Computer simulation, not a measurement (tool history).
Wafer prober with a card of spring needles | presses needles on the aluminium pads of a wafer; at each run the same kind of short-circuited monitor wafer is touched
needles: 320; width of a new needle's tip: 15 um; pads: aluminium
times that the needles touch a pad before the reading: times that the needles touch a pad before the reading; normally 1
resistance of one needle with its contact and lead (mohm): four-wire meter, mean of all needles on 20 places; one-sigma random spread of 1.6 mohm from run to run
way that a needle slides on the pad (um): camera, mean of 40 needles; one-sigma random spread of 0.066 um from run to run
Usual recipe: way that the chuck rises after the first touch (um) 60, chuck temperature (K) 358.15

| run | hour | way that the chuck rises after the first touch (um) | chuck temperature (K) | times that the needles touch a pad before the reading | resistance of one needle with its contact and lead (mohm) | way that a needle slides on the pad (um) |
|---|---|---|---|---|---|---|
| 1 | 0.0 | 60 | 358.15 | 1 | 201 | 15.38 |
|  | 4.9 | tips cleaned on abrasive film |
|  | 14.6 | tips cleaned on abrasive film |
|  | 26.7 | tips cleaned on abrasive film |
|  | 36.4 | tips cleaned on abrasive film |
|  | 46.1 | tips cleaned on abrasive film |
|  | 58.2 | tips cleaned on abrasive film |
|  | 67.9 | tips cleaned on abrasive film |
|  | 79.7 | tips cleaned on abrasive film |
| 2 | 79.7 | 60 | 358.15 | 1 | 178 | 15.08 |
|  | 91.8 | tips cleaned on abrasive film |
|  | 101.5 | tips cleaned on abrasive film |
|  | 113.6 | tips cleaned on abrasive film |
|  | 125.7 | tips cleaned on abrasive film |
|  | 137.8 | tips cleaned on abrasive film |
|  | 147.5 | tips cleaned on abrasive film |
|  | 159.6 | tips cleaned on abrasive film |
| 3 | 167.2 | 60 | 358.15 | 1 | 231 | 15.17 |
|  | 169.7 | tips cleaned on abrasive film |
|  | 177.2 | height of the first contact set anew |
|  | 179.7 | tips cleaned on abrasive film |
|  | 182.2 | tips cleaned on abrasive film, once more |
|  | 191.9 | tips cleaned on abrasive film |
|  | 204.0 | tips cleaned on abrasive film |
|  | 216.1 | tips cleaned on abrasive film |
|  | 228.2 | tips cleaned on abrasive film |
|  | 240.3 | tips cleaned on abrasive film |
|  | 252.4 | tips cleaned on abrasive film |
|  | 262.1 | tips cleaned on abrasive film |
| 4 | 265.9 | 60 | 358.15 | 1 | 207 | 15.71 |
|  | 273.2 | tips cleaned on abrasive film |
|  | 285.3 | tips cleaned on abrasive film |
|  | 297.4 | tips cleaned on abrasive film |
|  | 309.5 | tips cleaned on abrasive film |
|  | 321.5 | card fitted with new needles |
|  | 331.2 | tips cleaned on abrasive film |
|  | 343.3 | tips cleaned on abrasive film |
|  | 355.4 | tips cleaned on abrasive film |
| 5 | 356.5 | 60 | 358.15 | 1 | 172 | 15.86 |
|  | 366.2 | tips cleaned on abrasive film |
|  | 378.3 | tips cleaned on abrasive film |
|  | 390.4 | tips cleaned on abrasive film |
|  | 402.5 | tips cleaned on abrasive film |
| 6 | 409.2 | 60 | 376.15 | 1 | 192 | 15.75 |
|  | 414.1 | tips cleaned on abrasive film |
|  | 423.8 | tips cleaned on abrasive film |
|  | 435.9 | tips cleaned on abrasive film |
|  | 445.6 | tips cleaned on abrasive film |
|  | 457.7 | tips cleaned on abrasive film |
|  | 469.8 | tips cleaned on abrasive film |
|  | 479.5 | tips cleaned on abrasive film |
|  | 489.3 | tips cleaned on abrasive film |
|  | 501.4 | tips cleaned on abrasive film |
| 7 | 501.8 | 60 | 369.15 | 1 | 170 | 15.51 |
|  | 511.5 | tips cleaned on abrasive film |
|  | 521.2 | tips cleaned on abrasive film |
|  | 533.3 | tips cleaned on abrasive film |
|  | 545.4 | tips cleaned on abrasive film |
|  | 557.5 | tips cleaned on abrasive film |
|  | 569.6 | tips cleaned on abrasive film |
| 8 | 571.7 | 60 | 369.15 | 1 | 178 | 15.44 |
|  | 581.4 | tips cleaned on abrasive film |
|  | 593.5 | tips cleaned on abrasive film |
|  | 605.6 | tips cleaned on abrasive film |
|  | 617.7 | tips cleaned on abrasive film |
|  | 629.8 | tips cleaned on abrasive film |
|  | 641.9 | tips cleaned on abrasive film |
| 9 | 650.0 | 60 | 369.15 | 1 | 198 | 15.33 |
|  | 652.5 | tips cleaned on abrasive film |
|  | 664.6 | tips cleaned on abrasive film |
|  | 676.7 | tips cleaned on abrasive film |
|  | 688.8 | tips cleaned on abrasive film |
|  | 700.9 | tips cleaned on abrasive film |
|  | 710.6 | tips cleaned on abrasive film |
|  | 722.8 | tips cleaned on abrasive film |
|  | 734.9 | tips cleaned on abrasive film |
| 10 | 740.4 | 60 | 358.15 | 1 | 186 | 15.28 |
|  | 745.3 | tips cleaned on abrasive film |
|  | 757.4 | tips cleaned on abrasive film |
|  | 769.5 | tips cleaned on abrasive film |
|  | 781.6 | tips cleaned on abrasive film |
| 11 | 781.8 | 60 | 358.15 | 1 | 169 | 15.10 |
|  | 791.6 | tips cleaned on abrasive film |
|  | 803.7 | tips cleaned on abrasive film |
|  | 815.8 | tips cleaned on abrasive film |
|  | 825.5 | tips cleaned on abrasive film |
|  | 828.2 | height of the first contact set anew |
| 12 | 832.8 | 60 | 358.15 | 1 | 190 | 15.79 |
|  | 837.7 | tips cleaned on abrasive film |
|  | 847.4 | tips cleaned on abrasive film |
|  | 859.5 | tips cleaned on abrasive film |
|  | 869.2 | tips cleaned on abrasive film |
|  | 881.3 | tips cleaned on abrasive film |
|  | 891.1 | tips cleaned on abrasive film |
| 13 | 891.1 | 60 | 358.15 | 1 | 164 | 15.80 |
|  | 903.0 | tips cleaned on abrasive film |
|  | 915.1 | tips cleaned on abrasive film |
|  | 927.2 | tips cleaned on abrasive film |
|  | 939.3 | tips cleaned on abrasive film |
|  | 951.4 | tips cleaned on abrasive film |
| 14 | 958.9 | 60 | 358.15 | 1 | 194 | 15.67 |
|  | 961.4 | tips cleaned on abrasive film |
|  | 971.1 | tips cleaned on abrasive film |
|  | 983.2 | tips cleaned on abrasive film |
|  | 992.9 | tips cleaned on abrasive film |
|  | 1005.0 | tips cleaned on abrasive film |
| 15 | 1013.3 | 77 | 320.15 | 1 | 175 | 20.05 |
|  | 1015.8 | tips cleaned on abrasive film |
|  | 1027.9 | tips cleaned on abrasive film |
|  | 1037.6 | tips cleaned on abrasive film |
|  | 1049.7 | tips cleaned on abrasive film |
|  | 1061.8 | tips cleaned on abrasive film |
|  | 1073.9 | tips cleaned on abrasive film |
|  | 1086.0 | tips cleaned on abrasive film |
| 16 | 1095.5 | 76 | 320.15 | 1 | 181 | 19.66 |
|  | 1098.0 | tips cleaned on abrasive film |
|  | 1110.1 | tips cleaned on abrasive film |
|  | 1122.2 | tips cleaned on abrasive film |
|  | 1131.9 | tips cleaned on abrasive film |
|  | 1144.0 | tips cleaned on abrasive film |
|  | 1156.1 | tips cleaned on abrasive film |
|  | 1168.2 | tips cleaned on abrasive film |
| 17 | 1176.3 | 55 | 303.15 | 3 | 176 | 13.95 |
|  | 1178.8 | tips cleaned on abrasive film |
|  | 1190.9 | tips cleaned on abrasive film |
|  | 1203.0 | tips cleaned on abrasive film |
|  | 1215.1 | tips cleaned on abrasive film |
|  | 1227.2 | tips cleaned on abrasive film |
|  | 1239.3 | tips cleaned on abrasive film |
|  | 1251.4 | tips cleaned on abrasive film |
|  | 1263.4 | tips cleaned on abrasive film |
| 18 | 1263.4 | 50 | 302.15 | 1 | 163 | 12.46 |
|  | 1275.5 | tips cleaned on abrasive film |
|  | 1287.6 | tips cleaned on abrasive film |
|  | 1297.3 | tips cleaned on abrasive film |
|  | 1309.4 | tips cleaned on abrasive film |
|  | 1321.5 | tips cleaned on abrasive film |
|  | 1333.6 | tips cleaned on abrasive film |
|  | 1336.3 | height of the first contact set anew |
| 19 | 1341.8 | 60 | 336.15 | 1 | 192 | 15.80 |

Run 20, settings as shown, results not yet in. Your forecast:
|  | 1344.3 | tips cleaned on abrasive film |
|  | 1356.4 | tips cleaned on abrasive film |
|  | 1368.5 | tips cleaned on abrasive film |
|  | 1380.6 | tips cleaned on abrasive film |
|  | 1392.7 | tips cleaned on abrasive film |
|  | 1404.8 | tips cleaned on abrasive film |
| 20 | 1410.8 | 60 | 336.15 | 1 | ? | ? |

Run 20 yielded resistance of one needle with its contact and lead (mohm) 188, way that a needle slides on the pad (um) 15.80.
With the hidden condition absent and the run-to-run variation left alone, this run would have shown resistance of one needle with its contact and lead (mohm) 159, way that a needle slides on the pad (um) 15.90.
